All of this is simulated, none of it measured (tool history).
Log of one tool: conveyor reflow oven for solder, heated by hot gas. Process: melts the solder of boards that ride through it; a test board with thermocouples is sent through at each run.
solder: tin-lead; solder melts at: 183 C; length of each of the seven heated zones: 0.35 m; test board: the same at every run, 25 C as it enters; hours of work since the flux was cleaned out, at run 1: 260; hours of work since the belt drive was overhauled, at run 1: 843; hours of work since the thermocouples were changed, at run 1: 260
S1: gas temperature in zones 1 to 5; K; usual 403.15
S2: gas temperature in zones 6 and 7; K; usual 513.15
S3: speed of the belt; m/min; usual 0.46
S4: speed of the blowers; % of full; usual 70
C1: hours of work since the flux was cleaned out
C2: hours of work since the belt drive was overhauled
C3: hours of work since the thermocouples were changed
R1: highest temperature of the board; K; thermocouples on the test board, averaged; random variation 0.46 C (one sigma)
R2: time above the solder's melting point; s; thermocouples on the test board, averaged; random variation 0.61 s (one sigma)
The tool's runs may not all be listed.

run,hour,S1,S2,S3,S4,C1,C2,C3,R1,R2
1,0,403.15,513.15,0.46,70,260,843,260,489.15,62.8
# hour 16.5: flux residue cleaned out of gas plates and filters
2,92.6,403.15,513.15,0.46,70,50,901,318,491.95,64.8
3,177.5,403.15,513.15,0.46,70,106,957,374,490.95,65.1
4,236.1,403.15,513.15,0.46,70,145,996,413,489.85,64.1
5,309.5,408.15,513.15,0.46,70,194,1044,461,490.05,67.2
6,389.5,408.15,513.15,0.46,70,246,1097,514,490.05,66.3
# hour 423.3: flux residue cleaned out of gas plates and filters
7,460.7,408.15,513.15,0.46,70,25,1141,558,492.35,68.1
# hour 477.7: thermocouples of zones 6 and 7 changed
8,536.2,403.15,513.15,0.46,70,73,1189,39,491.25,65
9,600.8,403.15,513.15,0.46,70,116,1232,81,490.05,66.1
# hour 608.9: belt drive overhauled, speed set with a stopwatch
10,659.7,403.15,513.15,0.46,70,152,34,118,490.25,64.7
11,717.3,403.15,513.15,0.46,70,190,72,156,490.65,64.4
12,804.8,403.15,513.15,0.46,70,248,129,213,489.15,63.5
# hour 833.7: flux residue cleaned out of gas plates and filters
# hour 843: belt drive overhauled, speed set with a stopwatch, once more
13,891,403.15,513.15,0.46,70,35,32,264,489.55,65.1

Forecast run 14:
14,948.9,392.15,513.15,0.416,70,73,70,303,?,?

{"run 14": {"R1": 491.25, "R2": 69.7}}
Without the tool's hidden state the same run would have given R1 493.75 K, R2 72.5 s.

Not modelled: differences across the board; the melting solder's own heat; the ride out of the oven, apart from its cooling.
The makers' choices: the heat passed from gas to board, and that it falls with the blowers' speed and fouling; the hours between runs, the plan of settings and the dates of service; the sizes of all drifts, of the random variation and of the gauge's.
